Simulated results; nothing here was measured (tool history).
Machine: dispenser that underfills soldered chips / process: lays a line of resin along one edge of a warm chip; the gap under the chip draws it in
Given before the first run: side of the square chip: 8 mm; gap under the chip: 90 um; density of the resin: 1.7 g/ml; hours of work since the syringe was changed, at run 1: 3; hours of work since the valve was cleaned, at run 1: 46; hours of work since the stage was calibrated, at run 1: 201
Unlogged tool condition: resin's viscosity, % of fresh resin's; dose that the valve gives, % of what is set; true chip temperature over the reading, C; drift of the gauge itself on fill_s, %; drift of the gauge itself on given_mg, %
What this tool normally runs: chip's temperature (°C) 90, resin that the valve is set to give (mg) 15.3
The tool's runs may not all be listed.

run,day,chip's temperature (°C),resin that the valve is set to give (mg),hours of work since the syringe was changed,hours of work since the valve was cleaned,hours of work since the stage was calibrated,time until the resin shows at the far edge (s),resin that the valve gave (mg)
1,0,90,15.3,3,46,201,39.5,14.87
# day 0.292: new syringe of resin
2,0.317,90,15.3,0,51,207,36.4,14.73
3,0.662,90,15.3,7,58,213,44.2,14.57
# day 0.75: new syringe of resin
# day 1.229: new syringe of resin
4,1.229,90,17.3,0,68,223,35.5,16.52
# day 1.704: new syringe of resin
5,1.788,90,17.3,2,79,234,36.6,16.35
# day 2.171: new syringe of resin
6,2.238,90,17.3,1,87,242,36.7,16.03
7,2.5,101,15.3,6,92,247,27.9,14.32
# day 2.638: new syringe of resin
8,2.75,90,15.3,2,96,252,38.1,14.21
9,3.025,90,15.3,7,102,257,46,14.06
# day 3.096: new syringe of resin
10,3.504,90,15.3,8,110,266,47.5,14.24
# day 3.554: new syringe of resin
# day 3.821: dispensing valve cleaned and set on the balance
11,4.025,90,15.3,8,4,274,46.2,15.23
# day 4.058: new syringe of resin
12,4.358,90,15.3,6,10,281,43.9,15.14
# day 4.538: new syringe of resin
13,4.871,90,15.2,6,19,290,43.7,14.95
# day 5: new syringe of resin
14,5.146,90,15.2,3,24,295,39.7,14.84
# day 5.483: new syringe of resin
15,5.575,79,15.5,2,32,303,63.1,15.12
# day 5.962: new syringe of resin
# day 6.004: stage's temperature calibrated
16,6.004,96,15,0,39,0,25.2,14.51
# day 6.462: new syringe of resin
17,6.533,100,19.4,1,49,10,22.1,18.61
# day 6.925: new syringe of resin
18,7.008,100,19.4,2,58,19,22.7,18.52
# day 7.392: new syringe of resin
19,7.479,100,19.4,2,67,27,23.1,18.47
# day 7.875: new syringe of resin
20,7.9,76,19.3,0,75,35,61.2,18.37
21,8.25,76,19.3,7,81,42,77.1,18.17
# day 8.338: new syringe of resin
22,8.692,76,19.3,7,89,50,74.6,18.01
# day 8.829: new syringe of resin
23,8.938,76,19.3,2,94,54,63.8,18.04
# day 9.321: new syringe of resin
24,9.396,78,19.3,1,102,63,58.5,17.87

Here are 4 independent what-if runs from the current tool condition. What would each one return?
# day 9.779: new syringe of resin
A,9.842,85,19.7,1,110,71,?,?
# day 9.779: new syringe of resin
B,9.842,77,16.4,1,110,71,?,?
# day 9.779: new syringe of resin
C,9.842,77,19.3,1,110,71,?,?
# day 9.779: new syringe of resin
D,9.842,102,17.4,1,110,71,?,?

run,time until the resin shows at the far edge (s),resin that the valve gave (mg)
A,43,18.27
B,63.1,15.13
C,61.5,17.82
D,21.2,16.1
Stripped of hidden state, with their random variation kept, the same runs would have yielded:
run,time until the resin shows at the far edge (s),resin that the valve gave (mg)
A,40.5,19.8
B,59.2,16.4
C,58,19.31
D,20,17.44
